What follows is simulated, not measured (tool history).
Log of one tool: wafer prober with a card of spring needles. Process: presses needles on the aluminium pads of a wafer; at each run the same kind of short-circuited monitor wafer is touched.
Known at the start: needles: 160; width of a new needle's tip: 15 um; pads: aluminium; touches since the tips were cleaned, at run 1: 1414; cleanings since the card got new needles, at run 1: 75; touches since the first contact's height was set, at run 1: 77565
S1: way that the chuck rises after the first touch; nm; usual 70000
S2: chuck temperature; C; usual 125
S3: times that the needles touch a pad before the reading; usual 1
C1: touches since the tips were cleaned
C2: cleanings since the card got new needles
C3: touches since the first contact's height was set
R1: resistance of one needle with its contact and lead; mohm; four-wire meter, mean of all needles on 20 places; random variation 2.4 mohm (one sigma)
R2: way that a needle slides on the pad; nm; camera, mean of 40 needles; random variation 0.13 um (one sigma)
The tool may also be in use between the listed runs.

run 1 hour=0.0 | S1=70000 S2=125 S3=1 | C1=1414 C2=75 C3=77565 | R1=383 R2=17570
-- hour=11.5 tips cleaned on abrasive film
-- hour=30.3 tips cleaned on abrasive film
run 2 hour=45.9 | S1=70000 S2=125 S3=1 | C1=3723 C2=77 C3=88445 | R1=460 R2=17440
-- hour=50.1 tips cleaned on abrasive film
-- hour=68.6 tips cleaned on abrasive film
run 3 hour=80.8 | S1=70000 S2=125 S3=1 | C1=2905 C2=79 C3=96709 | R1=440 R2=17460
-- hour=85.0 tips cleaned on abrasive film
-- hour=102.4 tips cleaned on abrasive film
-- hour=122.4 tips cleaned on abrasive film
run 4 hour=134.3 | S1=70000 S2=125 S3=1 | C1=2847 C2=82 C3=109362 | R1=450 R2=17540
-- hour=140.7 tips cleaned on abrasive film
-- hour=160.5 tips cleaned on abrasive film
-- hour=177.3 tips cleaned on abrasive film
run 5 hour=190.3 | S1=70000 S2=31 S3=1 | C1=3105 C2=85 C3=122623 | R1=444 R2=17370
-- hour=196.9 tips cleaned on abrasive film
-- hour=215.5 tips cleaned on abrasive film
run 6 hour=215.8 | S1=70000 S2=31 S3=1 | C1=82 C2=87 C3=128641 | R1=290 R2=17360
-- hour=232.1 tips cleaned on abrasive film
-- hour=250.4 tips cleaned on abrasive film
run 7 hour=255.4 | S1=70000 S2=125 S3=1 | C1=1204 C2=89 C3=138014 | R1=378 R2=17110
-- hour=267.4 tips cleaned on abrasive film
-- hour=285.5 tips cleaned on abrasive film
-- hour=303.2 tips cleaned on abrasive film
run 8 hour=303.2 | S1=70000 S2=125 S3=1 | C1=0 C2=92 C3=149314 | R1=298 R2=17360
-- hour=322.9 tips cleaned on abrasive film
-- hour=339.7 tips cleaned on abrasive film
run 9 hour=346.4 | S1=70000 S2=125 S3=1 | C1=1597 C2=94 C3=159538 | R1=399 R2=17050
-- hour=358.5 tips cleaned on abrasive film
run 10 hour=370.6 | S1=70000 S2=45 S3=1 | C1=2878 C2=95 C3=165272 | R1=456 R2=17070
-- hour=378.8 tips cleaned on abrasive film
run 11 hour=394.4 | S1=70000 S2=45 S3=1 | C1=3710 C2=96 C3=170911 | R1=493 R2=17170
-- hour=398.5 tips cleaned on abrasive film
-- hour=415.6 tips cleaned on abrasive film
run 12 hour=422.8 | S1=67000 S2=45 S3=1 | C1=1710 C2=98 C3=177622 | R1=424 R2=16250
-- hour=432.3 tips cleaned on abrasive film
-- hour=448.7 tips cleaned on abrasive film
run 13 hour=449.7 | S1=70000 S2=125 S3=2 | C1=244 C2=100 C3=183980 | R1=308 R2=17070
-- hour=465.9 tips cleaned on abrasive film
-- hour=483.9 tips cleaned on abrasive film
-- hour=502.8 tips cleaned on abrasive film
run 14 hour=507.1 | S1=70000 S2=125 S3=2 | C1=1031 C2=103 C3=197576 | R1=348 R2=16780
-- hour=520.8 tips cleaned on abrasive film
-- hour=538.4 tips cleaned on abrasive film
-- hour=555.2 tips cleaned on abrasive film
run 15 hour=557.3 | S1=55000 S2=63 S3=3 | C1=499 C2=106 C3=209439 | R1=307 R2=12810
-- hour=575.2 tips cleaned on abrasive film
run 16 hour=585.8 | S1=55000 S2=63 S3=3 | C1=2539 C2=107 C3=216216 | R1=391 R2=12710
-- hour=590.2 height of the first contact set anew
-- hour=594.3 tips cleaned on abrasive film
-- hour=611.8 tips cleaned on abrasive film
-- hour=629.1 tips cleaned on abrasive film
run 17 hour=630.7 | S1=55000 S2=63 S3=3 | C1=365 C2=110 C3=9565 | R1=307 R2=11960
-- hour=645.5 tips cleaned on abrasive film
-- hour=662.0 tips cleaned on abrasive film
run 18 hour=662.0 | S1=55000 S2=63 S3=3 | C1=0 C2=112 C3=16959 | R1=293 R2=11780
-- hour=678.9 tips cleaned on abrasive film
-- hour=697.9 tips cleaned on abrasive film
-- hour=714.6 tips cleaned on abrasive film
run 19 hour=714.6 | S1=55000 S2=63 S3=3 | C1=0 C2=115 C3=29411 | R1=292 R2=11730
-- hour=730.1 height of the first contact set anew, once more
-- hour=734.2 tips cleaned on abrasive film
-- hour=751.1 tips cleaned on abrasive film
run 20 hour=760.4 | S1=65000 S2=63 S3=2 | C1=2233 C2=117 C3=7182 | R1=374 R2=16830
-- hour=768.6 tips cleaned on abrasive film
-- hour=788.1 tips cleaned on abrasive film
-- hour=805.8 tips cleaned on abrasive film
run 21 hour=814.1 | S1=65000 S2=66 S3=2 | C1=1978 C2=120 C3=19875 | R1=380 R2=16700
-- hour=825.9 tips cleaned on abrasive film
-- hour=845.1 tips cleaned on abrasive film
run 22 hour=846.8 | S1=65000 S2=66 S3=2 | C1=414 C2=122 C3=27621 | R1=306 R2=16800
-- hour=861.8 tips cleaned on abrasive film
run 23 hour=877.1 | S1=65000 S2=66 S3=2 | C1=3653 C2=123 C3=34813 | R1=416 R2=16680
-- hour=880.9 tips cleaned on abrasive film
-- hour=898.4 tips cleaned on abrasive film
-- hour=918.5 tips cleaned on abrasive film
run 24 hour=933.6 | S1=84000 S2=69 S3=1 | C1=3594 C2=126 C3=48176 | R1=424 R2=21680
-- hour=937.4 tips cleaned on abrasive film
-- hour=957.0 tips cleaned on abrasive film
-- hour=976.9 tips cleaned on abrasive film
run 25 hour=982.9 | S1=53000 S2=92 S3=1 | C1=1448 C2=129 C3=59846 | R1=514 R2=13520
-- hour=995.7 tips cleaned on abrasive film
-- hour=1014.7 tips cleaned on abrasive film
run 26 hour=1026.2 | S1=62000 S2=61 S3=1 | C1=2745 C2=131 C3=70102 | R1=505 R2=15550
-- hour=1034.4 tips cleaned on abrasive film
-- hour=1051.1 tips cleaned on abrasive film
run 27 hour=1058.9 | S1=51000 S2=32 S3=1 | C1=1849 C2=133 C3=77825 | R1=593 R2=12750
-- hour=1070.2 tips cleaned on abrasive film
-- hour=1087.5 tips cleaned on abrasive film
-- hour=1106.4 tips cleaned on abrasive film
run 28 hour=1106.9 | S1=70000 S2=61 S3=2 | C1=111 C2=136 C3=89173 | R1=277 R2=17740

5 ways to go on from here, each from the tool as it stands after run 28. What would each give?
-- hour=1124.9 tips cleaned on abrasive film
run A hour=1132.8 | S1=70000 S2=44 S3=2 | C1=1871 C2=137 C3=95306 | R1=? R2=?
-- hour=1124.9 tips cleaned on abrasive film
run B hour=1132.8 | S1=70000 S2=51 S3=1 | C1=1871 C2=137 C3=95306 | R1=? R2=?
-- hour=1124.9 tips cleaned on abrasive film
run C hour=1132.8 | S1=71000 S2=55 S3=2 | C1=1871 C2=137 C3=95306 | R1=? R2=?
-- hour=1124.9 tips cleaned on abrasive film
run D hour=1132.8 | S1=70000 S2=37 S3=1 | C1=1871 C2=137 C3=95306 | R1=? R2=?
-- hour=1124.9 tips cleaned on abrasive film
run E hour=1132.8 | S1=70000 S2=61 S3=1 | C1=1871 C2=137 C3=95306 | R1=? R2=?

run=A R1=365 R2=17320
run=B R1=439 R2=17540
run=C R1=365 R2=17650
run=D R1=441 R2=17540
run=E R1=441 R2=17580
Without the tool's hidden state the same runs would have given:
run=A R1=252 R2=18050
run=B R1=257 R2=18280
run=C R1=256 R2=18390
run=D R1=254 R2=18280
run=E R1=260 R2=18310
